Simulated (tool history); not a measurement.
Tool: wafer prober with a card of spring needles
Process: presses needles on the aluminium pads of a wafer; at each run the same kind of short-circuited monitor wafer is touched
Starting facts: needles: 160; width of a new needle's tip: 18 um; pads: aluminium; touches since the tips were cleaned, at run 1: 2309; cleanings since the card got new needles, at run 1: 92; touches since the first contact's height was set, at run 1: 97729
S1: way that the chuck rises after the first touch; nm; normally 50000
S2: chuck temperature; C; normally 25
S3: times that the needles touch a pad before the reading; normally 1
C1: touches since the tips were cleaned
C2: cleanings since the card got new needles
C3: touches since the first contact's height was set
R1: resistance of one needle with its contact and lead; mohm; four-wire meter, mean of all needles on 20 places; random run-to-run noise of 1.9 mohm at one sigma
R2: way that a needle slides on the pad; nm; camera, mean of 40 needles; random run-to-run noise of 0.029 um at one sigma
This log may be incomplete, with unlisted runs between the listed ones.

| run | day | S1 | S2 | S3 | C1 | C2 | C3 | R1 | R2 |
|---|---|---|---|---|---|---|---|---|---|
| 1 | 0 | 50000 | 25 | 1 | 2309 | 92 | 97729 | 283 | 10320 |
|  | 0.346 | tips cleaned on abrasive film |
| 2 | 0.792 | 50000 | 25 | 1 | 5961 | 93 | 108276 | 323 | 10320 |
|  | 0.871 | tips cleaned on abrasive film |
|  | 1.425 | tips cleaned on abrasive film |
|  | 1.554 | height of the first contact set anew |
|  | 2.017 | tips cleaned on abrasive film |
| 3 | 2.05 | 50000 | 25 | 1 | 441 | 96 | 6595 | 228 | 10550 |
|  | 2.504 | tips cleaned on abrasive film |
|  | 3.017 | tips cleaned on abrasive film |
| 4 | 3.4 | 50000 | 25 | 1 | 5149 | 98 | 24585 | 311 | 10490 |
|  | 3.554 | tips cleaned on abrasive film |
|  | 4.092 | tips cleaned on abrasive film |
| 5 | 4.35 | 50000 | 25 | 1 | 3435 | 100 | 37172 | 299 | 10540 |
|  | 4.621 | tips cleaned on abrasive film |
|  | 5.167 | tips cleaned on abrasive film |
|  | 5.667 | tips cleaned on abrasive film |
| 6 | 5.667 | 50000 | 25 | 1 | 0 | 103 | 54681 | 214 | 10430 |
|  | 6.242 | tips cleaned on abrasive film |
|  | 6.721 | tips cleaned on abrasive film |
| 7 | 6.871 | 50000 | 45 | 1 | 2011 | 105 | 70735 | 279 | 10410 |
|  | 7.212 | tips cleaned on abrasive film |
|  | 7.804 | tips cleaned on abrasive film |
| 8 | 8.121 | 50000 | 25 | 1 | 4285 | 107 | 87381 | 319 | 10340 |
|  | 8.358 | tips cleaned on abrasive film |
|  | 8.9 | tips cleaned on abrasive film |
| 9 | 9.204 | 50000 | 25 | 2 | 4071 | 109 | 101776 | 269 | 10330 |
|  | 9.433 | tips cleaned on abrasive film |
| 10 | 9.879 | 50000 | 25 | 2 | 5963 | 110 | 110758 | 284 | 10300 |
|  | 9.958 | tips cleaned on abrasive film |
|  | 10.429 | height of the first contact set anew |
|  | 10.542 | tips cleaned on abrasive film |
|  | 11.071 | tips cleaned on abrasive film |
| 11 | 11.196 | 50000 | 25 | 2 | 1667 | 113 | 10140 | 244 | 10530 |
|  | 11.638 | tips cleaned on abrasive film |
| 12 | 11.888 | 50000 | 25 | 2 | 3360 | 114 | 19376 | 263 | 10520 |
|  | 12.171 | tips cleaned on abrasive film |
|  | 12.754 | tips cleaned on abrasive film |
| 13 | 13.1 | 50000 | 25 | 2 | 4637 | 116 | 35502 | 270 | 10470 |
|  | 13.342 | tips cleaned on abrasive film |
|  | 13.867 | tips cleaned on abrasive film |
|  | 14.383 | tips cleaned on abrasive film |
| 14 | 14.408 | 50000 | 25 | 2 | 315 | 119 | 52897 | 216 | 10360 |
|  | 14.938 | tips cleaned on abrasive film |
|  | 15.45 | tips cleaned on abrasive film |
| 15 | 15.45 | 39000 | 109 | 1 | 0 | 121 | 66747 | 259 | 8080 |
|  | 15.938 | tips cleaned on abrasive film |
|  | 16.517 | tips cleaned on abrasive film |
| 16 | 16.625 | 31000 | 25 | 2 | 1446 | 123 | 82410 | 317 | 6310 |
|  | 17 | tips cleaned on abrasive film |
|  | 17.504 | tips cleaned on abrasive film |
| 17 | 17.9 | 31000 | 25 | 2 | 5308 | 125 | 99411 | 414 | 6310 |
|  | 18.092 | tips cleaned on abrasive film |
|  | 18.612 | tips cleaned on abrasive film |
|  | 19.162 | tips cleaned on abrasive film |
| 18 | 19.267 | 31000 | 25 | 2 | 1381 | 128 | 117545 | 329 | 6280 |
|  | 19.396 | height of the first contact set anew |
|  | 19.692 | tips cleaned on abrasive film |
|  | 20.2 | tips cleaned on abrasive film |
| 19 | 20.512 | 31000 | 25 | 2 | 4168 | 130 | 14819 | 387 | 6510 |
|  | 20.688 | tips cleaned on abrasive film |
|  | 21.225 | tips cleaned on abrasive film |
| 20 | 21.467 | 31000 | 25 | 2 | 3249 | 132 | 27516 | 380 | 6470 |
|  | 21.792 | tips cleaned on abrasive film |
|  | 22.288 | tips cleaned on abrasive film |
| 21 | 22.725 | 31000 | 25 | 2 | 5861 | 134 | 44262 | 413 | 6450 |
|  | 22.796 | tips cleaned on abrasive film |
|  | 23.354 | tips cleaned on abrasive film |
| 22 | 23.5 | 56000 | 25 | 1 | 1958 | 136 | 54584 | 256 | 11720 |
|  | 23.912 | tips cleaned on abrasive film |
|  | 24.492 | tips cleaned on abrasive film |
|  | 25.05 | tips cleaned on abrasive film |
| 23 | 25.129 | 50000 | 25 | 3 | 1053 | 139 | 76246 | 229 | 10350 |
|  | 25.546 | tips cleaned on abrasive film |
|  | 26.025 | tips cleaned on abrasive film |
| 24 | 26.025 | 50000 | 25 | 3 | 0 | 141 | 88171 | 207 | 10300 |
|  | 26.525 | tips cleaned on abrasive film |
|  | 27.025 | tips cleaned on abrasive film |
| 25 | 27.058 | 50000 | 25 | 3 | 463 | 143 | 101892 | 218 | 10260 |
|  | 27.575 | tips cleaned on abrasive film |
|  | 28.092 | tips cleaned on abrasive film |
|  | 28.321 | height of the first contact set anew |
|  | 28.583 | tips cleaned on abrasive film |
| 26 | 28.679 | 50000 | 25 | 3 | 1294 | 146 | 4772 | 223 | 10630 |
|  | 29.1 | tips cleaned on abrasive film |
| 27 | 29.346 | 47000 | 35 | 2 | 3310 | 147 | 13654 | 278 | 9910 |

Below are 3 alternative next runs, each starting from the tool's condition after run 27. Predict each:
|  | 29.671 | tips cleaned on abrasive film |
|  | 30.212 | tips cleaned on abrasive film |
|  | 30.721 | tips cleaned on abrasive film |
| A | 30.779 | 43000 | 25 | 1 | 798 | 150 | 32724 | ? | ? |
|  | 29.671 | tips cleaned on abrasive film |
|  | 30.212 | tips cleaned on abrasive film |
|  | 30.721 | tips cleaned on abrasive film |
| B | 30.779 | 38000 | 27 | 1 | 798 | 150 | 32724 | ? | ? |
|  | 29.671 | tips cleaned on abrasive film |
|  | 30.212 | tips cleaned on abrasive film |
|  | 30.721 | tips cleaned on abrasive film |
| C | 30.779 | 47000 | 62 | 2 | 798 | 150 | 32724 | ? | ? |

| run | R1 | R2 |
|---|---|---|
| A | 282 | 8940 |
| B | 305 | 7940 |
| C | 246 | 9850 |
Without the tool's unlogged condition, the same runs would have read:
| run | R1 | R2 |
|---|---|---|
| A | 205 | 9050 |
| B | 210 | 8040 |
| C | 207 | 9950 |

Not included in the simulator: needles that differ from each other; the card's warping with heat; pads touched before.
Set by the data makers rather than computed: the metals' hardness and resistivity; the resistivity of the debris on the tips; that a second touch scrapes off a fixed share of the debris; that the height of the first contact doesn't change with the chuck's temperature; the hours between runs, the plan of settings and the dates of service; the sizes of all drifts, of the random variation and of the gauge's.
